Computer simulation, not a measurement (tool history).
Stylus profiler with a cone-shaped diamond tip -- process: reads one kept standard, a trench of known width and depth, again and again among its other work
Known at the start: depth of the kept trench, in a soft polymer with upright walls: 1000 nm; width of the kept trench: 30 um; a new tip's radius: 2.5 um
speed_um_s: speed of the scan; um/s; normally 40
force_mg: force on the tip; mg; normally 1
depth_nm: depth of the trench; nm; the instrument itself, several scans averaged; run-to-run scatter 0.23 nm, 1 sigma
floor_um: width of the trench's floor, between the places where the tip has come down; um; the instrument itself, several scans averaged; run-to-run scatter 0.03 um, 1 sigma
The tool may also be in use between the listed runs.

run 1 day=0 | speed_um_s=40 force_mg=1 | depth_nm=1006.6 floor_um=24.77
run 2 day=3.138 | speed_um_s=40 force_mg=1 | depth_nm=1006.74 floor_um=24.69
run 3 day=6.571 | speed_um_s=40 force_mg=1.52 | depth_nm=1009.68 floor_um=24.61
run 4 day=10.125 | speed_um_s=40 force_mg=1.52 | depth_nm=1008.7 floor_um=24.58
run 5 day=12.383 | speed_um_s=40 force_mg=1.52 | depth_nm=1008.76 floor_um=24.48
run 6 day=14.579 | speed_um_s=40 force_mg=1.52 | depth_nm=1009.57 floor_um=24.43
run 7 day=16.392 | speed_um_s=40 force_mg=1.52 | depth_nm=1008.77 floor_um=24.38
run 8 day=18.604 | speed_um_s=40 force_mg=1.52 | depth_nm=1008.94 floor_um=24.41
run 9 day=21.175 | speed_um_s=40 force_mg=0.44 | depth_nm=1001.91 floor_um=24.3
run 10 day=24.483 | speed_um_s=40 force_mg=0.44 | depth_nm=1002.11 floor_um=24.2
run 11 day=27.325 | speed_um_s=40 force_mg=1 | depth_nm=1005.63 floor_um=24.24
run 12 day=29.071 | speed_um_s=40 force_mg=1 | depth_nm=1005.58 floor_um=24.15
run 13 day=30.954 | speed_um_s=40 force_mg=1 | depth_nm=1005.41 floor_um=24.07
run 14 day=33.262 | speed_um_s=36 force_mg=2.76 | depth_nm=1013.69 floor_um=24.09
-- day=33.517 height scale calibrated on a step standard
run 15 day=36.592 | speed_um_s=36 force_mg=2.76 | depth_nm=1012.79 floor_um=24.05
run 16 day=40.15 | speed_um_s=26 force_mg=1.08 | depth_nm=1004.18 floor_um=23.98
run 17 day=41.783 | speed_um_s=25 force_mg=0.97 | depth_nm=1003.59 floor_um=24
run 18 day=43.804 | speed_um_s=40 force_mg=1.88 | depth_nm=1008.78 floor_um=23.89
-- day=45.429 height scale calibrated on a step standard, once more
run 19 day=45.783 | speed_um_s=82 force_mg=1.24 | depth_nm=1010.74 floor_um=23.75
run 20 day=47.633 | speed_um_s=40 force_mg=0.98 | depth_nm=1008.93 floor_um=23.77
run 21 day=49.529 | speed_um_s=27 force_mg=1 | depth_nm=1009.19 floor_um=23.85
run 22 day=52.271 | speed_um_s=55 force_mg=1.91 | depth_nm=1014.14 floor_um=23.77
run 23 day=54.1 | speed_um_s=55 force_mg=1.91 | depth_nm=1013.61 floor_um=23.66
run 24 day=56.025 | speed_um_s=55 force_mg=0.76 | depth_nm=1007.2 floor_um=23.61

The next listed run, before its measurement:
run 25 day=57.579 | speed_um_s=55 force_mg=0.76 | depth_nm=? floor_um=?

Run 25 came out at depth_nm 1006.85 nm, floor_um 23.55 um.
Had the tool carried no hidden state, the very same run would have given depth_nm 1007.19 nm, floor_um 25.81 um.

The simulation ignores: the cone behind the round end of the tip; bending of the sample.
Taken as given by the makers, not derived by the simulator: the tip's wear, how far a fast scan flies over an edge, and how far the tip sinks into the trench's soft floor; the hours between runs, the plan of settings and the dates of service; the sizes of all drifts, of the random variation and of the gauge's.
